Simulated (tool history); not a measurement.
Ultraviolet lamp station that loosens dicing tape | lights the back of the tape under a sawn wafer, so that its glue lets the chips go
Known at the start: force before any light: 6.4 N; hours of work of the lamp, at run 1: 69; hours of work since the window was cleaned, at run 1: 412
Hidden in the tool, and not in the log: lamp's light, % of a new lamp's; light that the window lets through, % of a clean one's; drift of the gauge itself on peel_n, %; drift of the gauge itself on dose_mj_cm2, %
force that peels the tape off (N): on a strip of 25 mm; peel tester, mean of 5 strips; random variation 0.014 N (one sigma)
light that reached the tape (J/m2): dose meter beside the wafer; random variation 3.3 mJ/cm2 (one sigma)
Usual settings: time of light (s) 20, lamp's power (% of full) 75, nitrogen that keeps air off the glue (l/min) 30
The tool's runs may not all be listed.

| run | day | time of light (s) | lamp's power (% of full) | nitrogen that keeps air off the glue (l/min) | hours of work of the lamp | hours of work since the window was cleaned | force that peels the tape off (N) | light that reached the tape (J/m2) |
|---|---|---|---|---|---|---|---|---|
| 1 | 0 | 20 | 75 | 30 | 69 | 412 | 0.681 | 5280 |
| 2 | 0.446 | 20 | 75 | 30 | 77 | 420 | 0.699 | 5330 |
| 3 | 0.725 | 17 | 75 | 30 | 82 | 424 | 0.933 | 4550 |
| 4 | 0.992 | 20 | 75 | 35 | 86 | 429 | 0.661 | 5320 |
| 5 | 1.196 | 20 | 75 | 35 | 90 | 433 | 0.609 | 5290 |
| 6 | 1.546 | 20 | 75 | 16 | 96 | 439 | 1.014 | 5320 |
| 7 | 1.821 | 20 | 75 | 16 | 101 | 443 | 0.975 | 5320 |
| 8 | 2.112 | 20 | 73 | 30 | 106 | 449 | 0.716 | 5200 |
| 9 | 2.467 | 20 | 88 | 30 | 112 | 455 | 0.471 | 6270 |
| 10 | 2.725 | 20 | 88 | 30 | 116 | 459 | 0.47 | 6230 |
| 11 | 3.125 | 20 | 88 | 30 | 123 | 466 | 0.46 | 6200 |
| 12 | 3.562 | 20 | 88 | 30 | 131 | 474 | 0.491 | 6260 |
| 13 | 3.846 | 20 | 88 | 30 | 136 | 479 | 0.49 | 6210 |
| 14 | 4.246 | 20 | 88 | 30 | 143 | 486 | 0.475 | 6280 |
| 15 | 4.458 | 20 | 88 | 30 | 147 | 489 | 0.477 | 6220 |
| 16 | 4.821 | 29 | 75 | 30 | 153 | 496 | 0.297 | 7710 |
| 17 | 5.046 | 29 | 75 | 30 | 157 | 500 | 0.316 | 7690 |
| 18 | 5.238 | 29 | 75 | 30 | 160 | 503 | 0.309 | 7730 |
| 19 | 5.588 | 29 | 75 | 30 | 166 | 509 | 0.302 | 7720 |
| 20 | 5.95 | 29 | 75 | 30 | 173 | 515 | 0.312 | 7730 |
| 21 | 6.196 | 29 | 75 | 30 | 177 | 520 | 0.304 | 7690 |
| 22 | 6.612 | 29 | 75 | 30 | 184 | 527 | 0.3 | 7660 |
| 23 | 6.929 | 19 | 79 | 30 | 190 | 533 | 0.704 | 5320 |
| 24 | 7.175 | 14 | 79 | 30 | 194 | 537 | 1.177 | 3900 |
| 25 | 7.458 | 38 | 79 | 30 | 199 | 542 | 0.16 | 10640 |
| 26 | 7.875 | 38 | 79 | 30 | 206 | 549 | 0.155 | 10710 |
| 27 | 8.067 | 20 | 93 | 30 | 210 | 552 | 0.427 | 6580 |
|  | 8.225 | window cleaned of glue's vapour |
| 28 | 8.275 | 20 | 93 | 30 | 213 | 1 | 0.426 | 6530 |
| 29 | 8.542 | 20 | 93 | 30 | 217 | 5 | 0.439 | 6600 |
| 30 | 8.838 | 20 | 93 | 30 | 223 | 11 | 0.445 | 6510 |
| 31 | 9.179 | 11 | 86 | 45 | 229 | 17 | 1.276 | 3350 |
| 32 | 9.496 | 20 | 80 | 14 | 234 | 22 | 0.925 | 5720 |
| 33 | 9.921 | 20 | 80 | 14 | 242 | 30 | 0.99 | 5670 |
| 34 | 10.358 | 18 | 75 | 47 | 249 | 37 | 0.721 | 4790 |
| 35 | 10.712 | 18 | 75 | 47 | 255 | 43 | 0.648 | 4760 |
| 36 | 11.067 | 35 | 75 | 10 | 261 | 50 | 0.434 | 9290 |
| 37 | 11.358 | 22 | 61 | 18 | 267 | 55 | 1.139 | 4760 |
| 38 | 11.679 | 20 | 75 | 38 | 272 | 60 | 0.609 | 5250 |
| 39 | 12.058 | 25 | 70 | 23 | 279 | 67 | 0.583 | 6220 |
| 40 | 12.35 | 25 | 70 | 33 | 284 | 72 | 0.462 | 6240 |
| 41 | 12.704 | 12 | 61 | 10 | 290 | 78 | 2.946 | 2610 |
| 42 | 13.079 | 37 | 75 | 30 | 297 | 85 | 0.178 | 9820 |
| 43 | 13.321 | 10 | 75 | 18 | 301 | 89 | 2.377 | 2690 |

Hidden state at the last listed run before each entry between runs and at the first one after, where it differs:
Between runs 27 and 28: window cleaned of glue's vapour (day 8.225)
  light that the window lets through, % of a clean one's: 99.9 -> 100

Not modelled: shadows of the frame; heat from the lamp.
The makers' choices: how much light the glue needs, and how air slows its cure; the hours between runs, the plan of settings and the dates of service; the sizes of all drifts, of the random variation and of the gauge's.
